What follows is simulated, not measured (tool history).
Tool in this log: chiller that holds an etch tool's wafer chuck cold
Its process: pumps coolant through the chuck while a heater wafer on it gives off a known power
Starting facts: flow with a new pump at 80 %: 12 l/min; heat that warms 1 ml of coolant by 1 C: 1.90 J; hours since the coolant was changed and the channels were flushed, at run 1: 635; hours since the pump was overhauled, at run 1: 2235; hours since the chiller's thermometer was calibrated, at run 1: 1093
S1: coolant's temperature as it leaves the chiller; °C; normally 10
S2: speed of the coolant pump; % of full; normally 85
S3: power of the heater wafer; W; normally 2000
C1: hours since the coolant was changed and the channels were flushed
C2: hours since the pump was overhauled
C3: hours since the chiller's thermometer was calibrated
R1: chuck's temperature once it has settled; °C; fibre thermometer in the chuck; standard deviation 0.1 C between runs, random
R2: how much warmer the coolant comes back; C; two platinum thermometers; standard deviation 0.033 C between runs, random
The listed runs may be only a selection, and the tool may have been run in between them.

Run 1, day 0.000: usual settings; C1 635; C2 2235; C3 1093. Result: R1 26.6 °C, R2 4.99 C.
Run 2, day 1.538: usual settings but S3 2489 W; C1 672; C2 2272; C3 1130. Result: R1 30.6 °C, R2 6.10 C.
Run 3, day 4.871: usual settings but S2 82 % of full; C1 752; C2 2352; C3 1210. Result: R1 26.8 °C, R2 5.14 C.
Run 4, day 8.429: usual settings but S2 82 % of full; C1 838; C2 2437; C3 1296. Result: R1 26.9 °C, R2 5.18 C.
Run 5, day 10.617: usual settings but S2 98 % of full; C1 890; C2 2489; C3 1348. Result: R1 25.0 °C, R2 4.25 C.
Run 6, day 13.771: usual settings but S3 1150 W; C1 966; C2 2565; C3 1424. Result: R1 19.5 °C, R2 2.81 C.
Run 7, day 15.883: usual settings but S3 2241 W; C1 1017; C2 2616; C3 1474. Result: R1 28.4 °C, R2 5.59 C.
Run 8, day 18.246: usual settings but S3 2241 W; C1 1073; C2 2673; C3 1531. Result: R1 28.7 °C, R2 5.58 C.
Run 9, day 20.558: usual settings but S3 2241 W; C1 1129; C2 2728; C3 1587. Result: R1 28.6 °C, R2 5.59 C.
Run 10, day 23.433: usual settings but S3 2241 W; C1 1198; C2 2797; C3 1656. Result: R1 28.7 °C, R2 5.55 C.
Run 11, day 26.167: usual settings but S3 2241 W; C1 1263; C2 2863; C3 1721. Result: R1 28.6 °C, R2 5.60 C.
Run 12, day 29.104: usual settings but S3 2241 W; C1 1334; C2 2933; C3 1792. Result: R1 28.6 °C, R2 5.61 C.
Run 13, day 31.483: usual settings but S1 16 °C; C1 1391; C2 2990; C3 1849. Result: R1 32.6 °C, R2 5.11 C.
Run 14, day 33.200: usual settings but S3 1145 W; C1 1432; C2 3031; C3 1890. Result: R1 19.5 °C, R2 2.96 C.
Run 15, day 35.883: usual settings; C1 1497; C2 3096; C3 1954. Result: R1 26.5 °C, R2 5.07 C.
Run 16, day 39.654: usual settings; C1 1587; C2 3186; C3 2045. Result: R1 26.6 °C, R2 5.04 C.
Run 17, day 43.396: usual settings but S1 0 °C, S3 1112 W; C1 1677; C2 3276; C3 2135. Result: R1 9.2 °C, R2 2.91 C.
Run 18, day 45.892: usual settings but S1 7 °C, S2 76 % of full, S3 1273 W; C1 1737; C2 3336; C3 2195. Result: R1 18.4 °C, R2 3.67 C.
Run 19, day 49.308: usual settings but S1 2 °C, S2 96 % of full; C1 1819; C2 3418; C3 2277. Result: R1 17.2 °C, R2 4.47 C.
Run 20, day 53.004: usual settings but S1 1 °C, S2 61 % of full, S3 2202 W; C1 1908; C2 3507; C3 2365. Result: R1 23.6 °C, R2 7.80 C.
Run 21, day 55.608: usual settings but S1 1 °C, S2 61 % of full, S3 2202 W; C1 1970; C2 3569; C3 2428. Result: R1 23.7 °C, R2 7.90 C.
Run 22, day 58.817: usual settings but S2 67 % of full, S3 2350 W; C1 2047; C2 3646; C3 2505. Result: R1 32.7 °C, R2 7.60 C.
Run 23, day 61.575: usual settings but S3 2064 W; C1 2113; C2 3712; C3 2571. Result: R1 27.1 °C, R2 5.25 C.
Run 24, day 64.525: usual settings but S1 15 °C, S2 77 % of full, S3 2974 W; C1 2184; C2 3783; C3 2642. Result: R1 41.5 °C, R2 8.36 C.
Run 25, day 67.762: usual settings but S1 9 °C, S2 71 % of full; C1 2262; C2 3861; C3 2720. Result: R1 27.5 °C, R2 6.15 C.
Run 26, day 70.796: usual settings but S2 76 % of full, S3 2625 W; C1 2335; C2 3934; C3 2792. Result: R1 33.4 °C, R2 7.53 C.
Run 27, day 74.412: usual settings but S1 9 °C; C1 2421; C2 4021; C3 2879. Result: R1 25.5 °C, R2 5.15 C.
Run 28, day 77.262: usual settings but S1 2 °C, S2 74 % of full, S3 1244 W; C1 2490; C2 4089; C3 2948. Result: R1 13.3 °C, R2 3.74 C.
Run 29, day 79.692: usual settings but S1 11 °C, S2 61 % of full, S3 1212 W; C1 2548; C2 4147; C3 3006. Result: R1 23.4 °C, R2 4.47 C.
Run 30, day 81.942: usual settings but S1 11 °C, S2 61 % of full, S3 1105 W; C1 2602; C2 4201; C3 3060. Result: R1 22.4 °C, R2 4.09 C.
Run 31, day 85.358: usual settings but S2 84 % of full, S3 1105 W; C1 2684; C2 4283; C3 3142. Result: R1 19.3 °C, R2 3.08 C.
Run 32, day 88.842: usual settings but S1 7 °C, S2 71 % of full, S3 2641 W; C1 2768; C2 4367; C3 3225. Result: R1 31.8 °C, R2 8.18 C.

Subtracting, for every run, the result it would have given without the tool's unlogged condition from the measured result gives the following. The same run-to-run variation enters both numbers; the gauge's scatter may not:
The tool's hidden condition here consists of: heat passed by the chuck's channels, % of clean ones'; flow at a given pump speed, % of a new pump's; coolant's true temperature over the reading, C; drift of the gauge itself on chuck_c, C; drift of the gauge itself on warmer_back_c, C.
run     R2
  1  +0.00
  2  +0.01
  3  +0.02
  4  +0.03
  5  +0.04
  6  +0.04
  7  +0.06
  8  +0.06
  9  +0.07
 10  +0.08
 11  +0.09
 12  +0.09
 13  +0.10
 14  +0.10
 15  +0.12
 16  +0.12
 17  +0.13
 18  +0.14
 19  +0.15
 20  +0.17
 21  +0.17
 22  +0.18
 23  +0.19
 24  +0.20
 25  +0.21
 26  +0.22
 27  +0.23
 28  +0.24
 29  +0.24
 30  +0.24
 31  +0.26
 32  +0.28
For R1, the value without the hidden state is never more than 0.1 °C from the measured value.
